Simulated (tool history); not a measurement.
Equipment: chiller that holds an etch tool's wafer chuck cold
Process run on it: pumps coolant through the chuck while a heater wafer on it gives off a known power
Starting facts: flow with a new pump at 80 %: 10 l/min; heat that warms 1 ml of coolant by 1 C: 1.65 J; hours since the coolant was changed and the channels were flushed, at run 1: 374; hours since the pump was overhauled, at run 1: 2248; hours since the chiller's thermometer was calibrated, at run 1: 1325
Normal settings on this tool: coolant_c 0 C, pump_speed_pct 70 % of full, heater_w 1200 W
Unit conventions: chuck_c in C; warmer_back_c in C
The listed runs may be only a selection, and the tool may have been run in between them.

run     day  coolant_c  pump_speed_pct  heater_w  hours since the coolant was changed and the channels were flushed  hours since the pump was overhauled  hours since the chiller's thermometer was calibrated  chuck_c  warmer_back_c
  1       0          0              70      1200                                                                374                                 2248                                                  1325     16.5           5.16
  2   2.525          0              70      1200                                                                435                                 2309                                                  1386     16.6           5.17
  3   7.262          0              70      1200                                                                549                                 2423                                                  1499     16.8           5.19
  4  10.829          0              70      1200                                                                634                                 2508                                                  1585     16.5           5.22
  5  14.867          0              70      1200                                                                731                                 2605                                                  1682     16.7           5.25
  6  20.021          0              70      1200                                                                855                                 2729                                                  1805     16.7           5.26
  7  22.304          0              70      1200                                                                910                                 2784                                                  1860     16.6           5.22
  8  26.433          0              70      1200                                                               1009                                 2883                                                  1959     16.6           5.31
  9  30.225          0              70      1200                                                               1100                                 2974                                                  2050     16.9           5.29
 10   34.25          7              82       660                                                               1196                                 3070                                                  2147     15.3           2.43
 11  36.467         -8              93      1185                                                               1250                                 3123                                                  2200      5.7           3.83
 12  39.646          1              70      1496                                                               1326                                 3200                                                  2276     21.8           6.53
 13  43.538         -7              60       706                                                               1419                                 3293                                                  2370      3.8           3.68
 14  46.788         -5              98       818                                                               1497                                 3371                                                  2448        4           2.46

3 ways to go on from here, each from the tool as it stands after run 14. What would each give?
  A  50.596          0              90      1770                                                               1589                                 3463                                                  2539        ?              ?
  B  50.596         -4              84       818                                                               1589                                 3463                                                  2539        ?              ?
  C  50.596         -3              95      1200                                                               1589                                 3463                                                  2539        ?              ?

run  chuck_c  warmer_back_c
  A       21           5.97
  B      6.1           2.91
  C     10.8           3.81
Had the tool no hidden state, the same runs would have come out as:
run  chuck_c  warmer_back_c
  A     20.3           5.71
  B      5.9           2.78
  C     10.5           3.64
